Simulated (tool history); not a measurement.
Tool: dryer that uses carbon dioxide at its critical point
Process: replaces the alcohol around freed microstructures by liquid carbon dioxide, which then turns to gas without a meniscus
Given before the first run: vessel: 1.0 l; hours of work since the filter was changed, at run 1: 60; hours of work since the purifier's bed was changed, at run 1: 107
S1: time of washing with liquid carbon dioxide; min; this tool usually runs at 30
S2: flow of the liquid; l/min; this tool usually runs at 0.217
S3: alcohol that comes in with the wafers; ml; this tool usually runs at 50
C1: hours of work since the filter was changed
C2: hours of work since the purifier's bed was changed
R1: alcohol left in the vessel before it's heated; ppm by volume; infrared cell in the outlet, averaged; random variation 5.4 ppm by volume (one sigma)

Run 1, day 0.000: usual settings; C1 60; C2 107. Result: R1 188 ppm by volume.
Run 2, day 2.429: usual settings but S2 0.255 l/min; C1 87; C2 134. Result: R1 88 ppm by volume.
Run 3, day 3.800: usual settings but S2 0.255 l/min, S3 46 ml; C1 103; C2 150. Result: R1 84 ppm by volume.
Run 4, day 6.238: usual settings but S2 0.293 l/min; C1 130; C2 177. Result: R1 55 ppm by volume.
Run 5, day 8.612: usual settings but S3 113 ml; C1 156; C2 204. Result: R1 463 ppm by volume.
Run 6, day 10.983: usual settings but S1 47 min; C1 183; C2 230. Result: R1 50 ppm by volume.
Run 7, day 12.417: usual settings but S1 47 min; C1 199; C2 246. Result: R1 58 ppm by volume.
Run 8, day 14.200: usual settings but S1 47 min; C1 219; C2 266. Result: R1 54 ppm by volume.
Run 9, day 16.333: usual settings but S1 47 min; C1 243; C2 290. Result: R1 58 ppm by volume.
Run 10, day 18.392: usual settings but S1 47 min; C1 266; C2 313. Result: R1 68 ppm by volume.
Run 11, day 19.550: usual settings but S1 47 min; C1 279; C2 326. Result: R1 68 ppm by volume.
Run 12, day 21.962: usual settings; C1 306; C2 353. Result: R1 309 ppm by volume.
Run 13, day 24.079: usual settings; C1 330; C2 377. Result: R1 331 ppm by volume.
Run 14, day 25.958: usual settings but S2 0.234 l/min, S3 31 ml; C1 351; C2 398. Result: R1 175 ppm by volume.
Run 15, day 27.821: usual settings but S2 0.168 l/min; C1 372; C2 419. Result: R1 983 ppm by volume.
Run 16, day 29.658: usual settings but S1 43 min, S2 0.209 l/min, S3 23 ml; C1 392; C2 440. Result: R1 92 ppm by volume.
Run 17, day 30.800: usual settings but S1 41 min, S2 0.183 l/min, S3 27 ml; C1 405; C2 452. Result: R1 154 ppm by volume.
At day 31.538: inlet filter changed.
Run 18, day 32.904: usual settings but S1 27 min, S2 0.162 l/min, S3 95 ml; C1 15; C2 476. Result: R1 1933 ppm by volume.
Run 19, day 35.446: usual settings but S1 27 min, S2 0.162 l/min, S3 95 ml; C1 44; C2 504. Result: R1 1977 ppm by volume.
Run 20, day 37.304: usual settings but S2 0.303 l/min, S3 23 ml; C1 65; C2 525. Result: R1 93 ppm by volume.
Run 21, day 39.325: usual settings but S2 0.303 l/min, S3 23 ml; C1 87; C2 548. Result: R1 92 ppm by volume.
Run 22, day 41.479: usual settings but S2 0.303 l/min, S3 23 ml; C1 111; C2 572. Result: R1 119 ppm by volume.
Run 23, day 43.729: usual settings but S1 42 min, S3 25 ml; C1 137; C2 597. Result: R1 110 ppm by volume.
Run 24, day 45.233: usual settings but S1 41 min, S2 0.151 l/min, S3 36 ml; C1 153; C2 614. Result: R1 274 ppm by volume.

Branching from run 24: 5 alternative next runs. What would each branch give?
Run A, day 46.871: usual settings but S1 19 min, S2 0.365 l/min, S3 78 ml; C1 172; C2 632. Result: R1 ?.
Run B, day 46.871: usual settings but S1 34 min, S2 0.288 l/min, S3 76 ml; C1 172; C2 632. Result: R1 ?.
Run C, day 46.871: usual settings but S1 36 min, S2 0.154 l/min, S3 47 ml; C1 172; C2 632. Result: R1 ?.
Run D, day 46.871: usual settings but S3 102 ml; C1 172; C2 632. Result: R1 ?.
Run E, day 46.871: usual settings but S1 29 min, S2 0.325 l/min; C1 172; C2 632. Result: R1 ?.

run   R1
  A  332
  B  130
  C  498
  D  504
  E  125
Stripped of hidden state, with their random variation kept, the same runs would have yielded:
run   R1
  A  159
  B   20
  C  287
  D  279
  E   18
